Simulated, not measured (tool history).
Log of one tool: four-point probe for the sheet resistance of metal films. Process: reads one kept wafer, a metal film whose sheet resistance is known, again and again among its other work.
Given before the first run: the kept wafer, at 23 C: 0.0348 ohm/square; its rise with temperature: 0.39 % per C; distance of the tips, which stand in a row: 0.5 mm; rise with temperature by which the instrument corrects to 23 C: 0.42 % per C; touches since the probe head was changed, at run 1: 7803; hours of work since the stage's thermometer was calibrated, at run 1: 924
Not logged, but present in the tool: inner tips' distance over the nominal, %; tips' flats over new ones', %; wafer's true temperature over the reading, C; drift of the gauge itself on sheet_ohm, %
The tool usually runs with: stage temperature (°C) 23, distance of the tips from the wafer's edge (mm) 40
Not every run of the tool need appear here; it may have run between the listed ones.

| run | hour | stage temperature (°C) | distance of the tips from the wafer's edge (mm) | touches since the probe head was changed | hours of work since the stage's thermometer was calibrated | sheet resistance as the instrument gives it (ohm/square) |
|---|---|---|---|---|---|---|
| 1 | 0.0 | 23 | 40 | 7803 | 924 | 0.035000 |
| 2 | 15.7 | 23 | 40 | 8456 | 936 | 0.035001 |
| 3 | 22.7 | 23 | 40 | 8748 | 941 | 0.035007 |
| 4 | 30.1 | 23 | 40 | 9058 | 946 | 0.035006 |
| 5 | 41.0 | 23 | 40 | 9511 | 954 | 0.035003 |
| 6 | 55.4 | 19 | 40 | 10110 | 965 | 0.035055 |
| 7 | 63.7 | 19 | 40 | 10454 | 971 | 0.035044 |
| 8 | 77.4 | 19 | 40 | 11024 | 980 | 0.035063 |
| 9 | 84.2 | 19 | 40 | 11306 | 985 | 0.035055 |
| 10 | 92.6 | 19 | 40 | 11659 | 992 | 0.035049 |
| 11 | 109.0 | 19 | 40 | 12339 | 1003 | 0.035071 |
| 12 | 125.5 | 19 | 40 | 13029 | 1015 | 0.035056 |
| 13 | 133.9 | 19 | 40 | 13375 | 1021 | 0.035061 |
| 14 | 143.8 | 19 | 40 | 13790 | 1029 | 0.035073 |
| 15 | 154.9 | 19 | 40 | 14253 | 1037 | 0.035075 |
| 16 | 161.7 | 32 | 55 | 14536 | 1042 | 0.034934 |
| 17 | 174.6 | 32 | 55 | 15073 | 1051 | 0.034939 |
| 18 | 187.9 | 32 | 55 | 15626 | 1060 | 0.034942 |
| 19 | 195.3 | 27 | 38 | 15933 | 1066 | 0.034975 |
| 20 | 210.8 | 20 | 40 | 16578 | 1077 | 0.035078 |
| 21 | 224.4 | 23 | 25 | 17142 | 1087 | 0.035041 |
| 22 | 233.2 | 18 | 8 | 17512 | 1093 | 0.035157 |
| 23 | 240.4 | 32 | 40 | 17810 | 1098 | 0.034948 |
| 24 | 248.0 | 32 | 11 | 18127 | 1104 | 0.034979 |
| 25 | 258.0 | 35 | 59 | 18541 | 1111 | 0.034919 |
| 26 | 267.5 | 35 | 59 | 18938 | 1118 | 0.034909 |
| 27 | 275.0 | 19 | 5 | 19252 | 1123 | 0.035271 |

Alternative continuations, all from the tool just after run 27; predict every row:
| A | 290.4 | 23 | 4 | 19892 | 1135 | ? |
| B | 290.4 | 26 | 45 | 19892 | 1135 | ? |
| C | 290.4 | 29 | 6 | 19892 | 1135 | ? |
| D | 290.4 | 33 | 42 | 19892 | 1135 | ? |

| run | sheet resistance as the instrument gives it (ohm/square) |
|---|---|
| A | 0.035336 |
| B | 0.035018 |
| C | 0.035111 |
| D | 0.034937 |
With no hidden state in the tool, these same runs would have given:
| run | sheet resistance as the instrument gives it (ohm/square) |
|---|---|
| A | 0.035092 |
| B | 0.034777 |
| C | 0.034870 |
| D | 0.034697 |
